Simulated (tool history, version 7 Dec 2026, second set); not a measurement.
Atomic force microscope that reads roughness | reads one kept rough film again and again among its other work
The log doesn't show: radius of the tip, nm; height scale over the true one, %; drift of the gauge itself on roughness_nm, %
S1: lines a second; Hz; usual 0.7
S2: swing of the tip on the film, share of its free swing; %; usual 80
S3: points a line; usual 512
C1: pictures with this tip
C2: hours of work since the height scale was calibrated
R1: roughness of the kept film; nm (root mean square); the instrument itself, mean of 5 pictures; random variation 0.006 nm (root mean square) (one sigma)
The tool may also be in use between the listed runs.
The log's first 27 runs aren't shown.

{"run": 28, "hour": 522.4, "S1": 0.613, "S2": 80, "S3": 321, "C1": 134, "C2": 68, "R1": 0.907}
{"hour": 536.3, "done": "new tip fitted"}
{"hour": 547.2, "done": "height scale calibrated on a step standard, once more"}
{"run": 29, "hour": 550.2, "S1": 1.042, "S2": 74, "S3": 852, "C1": 16, "C2": 1, "R1": 1.077}
{"run": 30, "hour": 569.4, "S1": 3.963, "S2": 67, "S3": 1003, "C1": 40, "C2": 11, "R1": 0.956}
{"run": 31, "hour": 597.1, "S1": 2.789, "S2": 67, "S3": 1003, "C1": 74, "C2": 24, "R1": 0.94}
{"run": 32, "hour": 616.2, "S1": 1.804, "S2": 67, "S3": 601, "C1": 98, "C2": 33, "R1": 0.93}
{"run": 33, "hour": 636.0, "S1": 0.7, "S2": 88, "S3": 512, "C1": 122, "C2": 42, "R1": 0.889}
{"run": 34, "hour": 654.8, "S1": 0.7, "S2": 55, "S3": 318, "C1": 145, "C2": 51, "R1": 0.92}
{"hour": 659.3, "done": "new tip fitted"}
{"run": 35, "hour": 677.1, "S1": 0.531, "S2": 63, "S3": 874, "C1": 22, "C2": 62, "R1": 1.107}
{"run": 36, "hour": 696.1, "S1": 1.534, "S2": 80, "S3": 512, "C1": 46, "C2": 71, "R1": 0.97}
{"run": 37, "hour": 719.6, "S1": 1.534, "S2": 80, "S3": 512, "C1": 75, "C2": 82, "R1": 0.919}
{"run": 38, "hour": 740.3, "S1": 1.534, "S2": 80, "S3": 512, "C1": 100, "C2": 92, "R1": 0.886}
{"run": 39, "hour": 753.5, "S1": 1.372, "S2": 57, "S3": 600, "C1": 117, "C2": 98, "R1": 0.945}

Forecast each of these 5 alternatives for the next run:
{"run": "A", "hour": 774.8, "S1": 1.372, "S2": 57, "S3": 395, "C1": 143, "C2": 108, "R1": "?"}
{"run": "B", "hour": 774.8, "S1": 2.054, "S2": 73, "S3": 306, "C1": 143, "C2": 108, "R1": "?"}
{"run": "C", "hour": 774.8, "S1": 1.372, "S2": 55, "S3": 924, "C1": 143, "C2": 108, "R1": "?"}
{"run": "D", "hour": 774.8, "S1": 0.832, "S2": 80, "S3": 512, "C1": 143, "C2": 108, "R1": "?"}
{"run": "E", "hour": 774.8, "S1": 0.7, "S2": 80, "S3": 473, "C1": 143, "C2": 108, "R1": "?"}

run=A R1=0.902
run=B R1=0.826
run=C R1=0.923
run=D R1=0.877
run=E R1=0.884
Without the tool's hidden state the same runs would have given:
run=A R1=1.121
run=B R1=1.025
run=C R1=1.147
run=D R1=1.09
run=E R1=1.098

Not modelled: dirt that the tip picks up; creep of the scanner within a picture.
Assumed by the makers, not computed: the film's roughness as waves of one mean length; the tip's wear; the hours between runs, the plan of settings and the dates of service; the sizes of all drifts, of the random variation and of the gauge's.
